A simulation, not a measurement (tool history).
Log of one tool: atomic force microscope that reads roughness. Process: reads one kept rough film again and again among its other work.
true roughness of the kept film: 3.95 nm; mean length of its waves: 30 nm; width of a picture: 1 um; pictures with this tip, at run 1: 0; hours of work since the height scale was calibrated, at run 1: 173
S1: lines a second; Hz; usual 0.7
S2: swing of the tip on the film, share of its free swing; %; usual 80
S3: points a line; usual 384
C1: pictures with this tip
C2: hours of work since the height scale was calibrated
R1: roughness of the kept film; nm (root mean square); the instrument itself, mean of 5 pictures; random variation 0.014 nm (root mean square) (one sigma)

Run 1, hour 0: usual settings; C1 0; C2 173. Result: R1 3.329 nm (root mean square).
Run 2, hour 37.3: usual settings; C1 57; C2 190. Result: R1 3.26 nm (root mean square).
Run 3, hour 69.9: usual settings but S2 55 %; C1 106; C2 204. Result: R1 3.293 nm (root mean square).
Run 4, hour 93.7: usual settings but S2 55 %; C1 142; C2 214. Result: R1 3.218 nm (root mean square).
Run 5, hour 122.6: usual settings but S2 61 %; C1 186; C2 227. Result: R1 3.183 nm (root mean square).
Run 6, hour 157.5: usual settings but S2 61 %; C1 238; C2 242. Result: R1 3.092 nm (root mean square).
Run 7, hour 198.2: usual settings but S2 61 %; C1 300; C2 260. Result: R1 3.014 nm (root mean square).
Run 8, hour 221.9: usual settings; C1 336; C2 270. Result: R1 2.925 nm (root mean square).
Run 9, hour 253.3: usual settings; C1 383; C2 284. Result: R1 2.866 nm (root mean square).
At hour 262: new tip fitted.
Run 10, hour 270.8: usual settings; C1 13; C2 291. Result: R1 3.329 nm (root mean square).
Run 11, hour 288.8: usual settings; C1 40; C2 299. Result: R1 3.269 nm (root mean square).
Run 12, hour 321.1: usual settings; C1 89; C2 313. Result: R1 3.233 nm (root mean square).
At hour 324.6: height scale calibrated on a step standard.
Run 13, hour 361.5: usual settings but S2 67 %, S3 486; C1 149; C2 16. Result: R1 3.197 nm (root mean square).
Run 14, hour 399.3: usual settings but S1 1.407 Hz, S2 62 %, S3 679; C1 206; C2 33. Result: R1 3.103 nm (root mean square).
Run 15, hour 432: usual settings but S1 0.782 Hz, S3 666; C1 256; C2 47. Result: R1 2.992 nm (root mean square).
At hour 444.2: height scale calibrated on a step standard, once more.
Run 16, hour 472: usual settings but S1 1.179 Hz, S2 82 %; C1 315; C2 12. Result: R1 2.863 nm (root mean square).
Run 17, hour 510.5: usual settings but S1 1.121 Hz, S3 324; C1 373; C2 29. Result: R1 2.815 nm (root mean square).
At hour 526: new tip fitted.
Run 18, hour 539.7: usual settings but S1 2.054 Hz, S2 62 %; C1 20; C2 41. Result: R1 3.317 nm (root mean square).
Run 19, hour 574.6: usual settings but S1 1.555 Hz, S2 64 %; C1 73; C2 57. Result: R1 3.255 nm (root mean square).
Run 20, hour 607.6: usual settings but S1 0.617 Hz, S2 69 %, S3 679; C1 123; C2 71. Result: R1 3.233 nm (root mean square).
Run 21, hour 639.2: usual settings but S1 1.013 Hz, S2 77 %; C1 171; C2 85. Result: R1 3.067 nm (root mean square).
Run 22, hour 658.1: usual settings but S1 1.013 Hz, S2 73 %; C1 200; C2 93. Result: R1 3.04 nm (root mean square).

Forecast each of these 3 alternatives for the next run:
Run A, hour 677.3: usual settings but S1 1.626 Hz, S2 73 %, S3 339; C1 229; C2 102. Result: R1 ?.
Run B, hour 677.3: usual settings but S1 2.544 Hz, S2 72 %, S3 261; C1 229; C2 102. Result: R1 ?.
Run C, hour 677.3: usual settings but S2 55 %; C1 229; C2 102. Result: R1 ?.

run     R1
  A  2.949
  B  2.871
  C  3.114
Without the tool's hidden state the same runs would have given:
run     R1
  A  3.295
  B  3.208
  C  3.479
